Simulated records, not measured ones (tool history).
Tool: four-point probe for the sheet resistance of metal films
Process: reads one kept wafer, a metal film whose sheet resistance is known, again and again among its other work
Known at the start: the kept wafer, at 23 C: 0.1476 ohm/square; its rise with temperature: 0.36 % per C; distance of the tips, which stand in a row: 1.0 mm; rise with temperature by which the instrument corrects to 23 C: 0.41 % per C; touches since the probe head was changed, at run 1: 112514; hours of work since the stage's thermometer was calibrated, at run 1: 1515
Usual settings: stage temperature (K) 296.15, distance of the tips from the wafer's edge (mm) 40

| run | day | stage temperature (K) | distance of the tips from the wafer's edge (mm) | touches since the probe head was changed | hours of work since the stage's thermometer was calibrated | sheet resistance as the instrument gives it (ohm/square) |
|---|---|---|---|---|---|---|
| 1 | 0 | 296.15 | 40 | 112514 | 1515 | 0.147697 |
| 2 | 2.812 | 296.15 | 40 | 115344 | 1547 | 0.147659 |
| 3 | 4.45 | 296.15 | 40 | 116992 | 1565 | 0.147655 |
| 4 | 7.017 | 296.15 | 40 | 119578 | 1594 | 0.147689 |
| 5 | 9.962 | 296.15 | 40 | 122541 | 1628 | 0.147645 |
| 6 | 11.521 | 296.15 | 40 | 124109 | 1645 | 0.147636 |
| 7 | 13.712 | 293.15 | 50 | 126314 | 1670 | 0.147869 |
| 8 | 16.025 | 300.15 | 8 | 128640 | 1696 | 0.148529 |
| 9 | 19.146 | 305.15 | 19 | 131781 | 1731 | 0.147207 |
| 10 | 22.162 | 294.15 | 46 | 134820 | 1765 | 0.147788 |

Forecast each of these 5 alternatives for the next run:
| A | 24.633 | 294.15 | 3 | 137305 | 1793 | ? |
| B | 24.633 | 304.15 | 5 | 137305 | 1793 | ? |
| C | 24.633 | 304.15 | 42 | 137305 | 1793 | ? |
| D | 24.633 | 294.15 | 40 | 137305 | 1793 | ? |
| E | 24.633 | 292.15 | 10 | 137305 | 1793 | ? |

| run | sheet resistance as the instrument gives it (ohm/square) |
|---|---|
| A | 0.156082 |
| B | 0.15011 |
| C | 0.147125 |
| D | 0.147854 |
| E | 0.148679 |
Without the tool's hidden state the same runs would have given:
| run | sheet resistance as the instrument gives it (ohm/square) |
|---|---|
| A | 0.156079 |
| B | 0.150107 |
| C | 0.147122 |
| D | 0.147851 |
| E | 0.148677 |
